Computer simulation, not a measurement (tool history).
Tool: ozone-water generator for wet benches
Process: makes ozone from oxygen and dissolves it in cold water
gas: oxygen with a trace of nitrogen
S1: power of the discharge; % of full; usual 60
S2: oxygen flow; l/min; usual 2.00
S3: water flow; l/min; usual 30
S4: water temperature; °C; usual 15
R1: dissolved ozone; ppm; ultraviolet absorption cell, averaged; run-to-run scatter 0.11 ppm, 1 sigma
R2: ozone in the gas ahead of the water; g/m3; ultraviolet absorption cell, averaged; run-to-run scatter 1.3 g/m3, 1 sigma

| run | hour | S1 | S2 | S3 | S4 | R1 | R2 |
|---|---|---|---|---|---|---|---|
| 1 | 0.0 | 60 | 2.00 | 30 | 15 | 8.3 | 223.2 |
| 2 | 62.8 | 60 | 2.00 | 30 | 15 | 8.2 | 223.1 |
| 3 | 116.2 | 60 | 2.00 | 30 | 15 | 8.2 | 221.7 |
| 4 | 180.6 | 60 | 2.00 | 34 | 15 | 7.0 | 221.8 |
| 5 | 261.9 | 60 | 2.00 | 30 | 8 | 8.6 | 221.5 |
| 6 | 313.3 | 60 | 2.00 | 30 | 15 | 8.0 | 220.3 |
| 7 | 359.3 | 89 | 2.00 | 30 | 15 | 11.4 | 308.7 |
| 8 | 409.0 | 89 | 2.00 | 30 | 15 | 11.3 | 306.2 |
| 9 | 456.0 | 89 | 2.00 | 30 | 15 | 11.3 | 305.5 |
| 10 | 506.7 | 60 | 2.00 | 30 | 15 | 8.1 | 220.9 |
| 11 | 583.8 | 60 | 2.00 | 30 | 15 | 8.1 | 221.9 |
| 12 | 624.4 | 46 | 2.16 | 38 | 14 | 5.3 | 170.8 |
| 13 | 678.5 | 60 | 2.10 | 30 | 22 | 7.8 | 216.1 |
| 14 | 734.5 | 60 | 1.26 | 38 | 12 | 5.0 | 259.7 |
| 15 | 779.4 | 60 | 2.00 | 30 | 14 | 8.3 | 217.2 |
| 16 | 856.6 | 66 | 1.67 | 33 | 13 | 7.3 | 253.9 |
| 17 | 948.2 | 66 | 1.67 | 33 | 13 | 7.4 | 251.0 |
| 18 | 1007.2 | 80 | 1.67 | 35 | 13 | 7.8 | 293.2 |
| 19 | 1060.2 | 63 | 2.60 | 47 | 19 | 5.4 | 203.7 |
| 20 | 1144.8 | 68 | 2.86 | 30 | 23 | 9.6 | 209.7 |
| 21 | 1204.2 | 68 | 2.86 | 30 | 23 | 9.6 | 208.1 |
| 22 | 1252.9 | 60 | 2.00 | 24 | 15 | 10.2 | 214.8 |

Predict each of these 4 candidate next runs independently; none follows another, all start after run 22:
| A | 1309.0 | 60 | 1.96 | 20 | 15 | ? | ? |
| B | 1309.0 | 60 | 1.40 | 30 | 15 | ? | ? |
| C | 1309.0 | 60 | 1.66 | 24 | 8 | ? | ? |
| D | 1309.0 | 95 | 2.00 | 22 | 15 | ? | ? |

| run | R1 | R2 |
|---|---|---|
| A | 12.1 | 216.3 |
| B | 6.8 | 245.0 |
| C | 9.6 | 229.3 |
| D | 16.1 | 313.4 |
Stripped of hidden state, with their random variation kept, the same runs would have yielded:
| run | R1 | R2 |
|---|---|---|
| A | 14.0 | 235.2 |
| B | 7.9 | 266.5 |
| C | 11.1 | 249.5 |
| D | 19.4 | 354.0 |

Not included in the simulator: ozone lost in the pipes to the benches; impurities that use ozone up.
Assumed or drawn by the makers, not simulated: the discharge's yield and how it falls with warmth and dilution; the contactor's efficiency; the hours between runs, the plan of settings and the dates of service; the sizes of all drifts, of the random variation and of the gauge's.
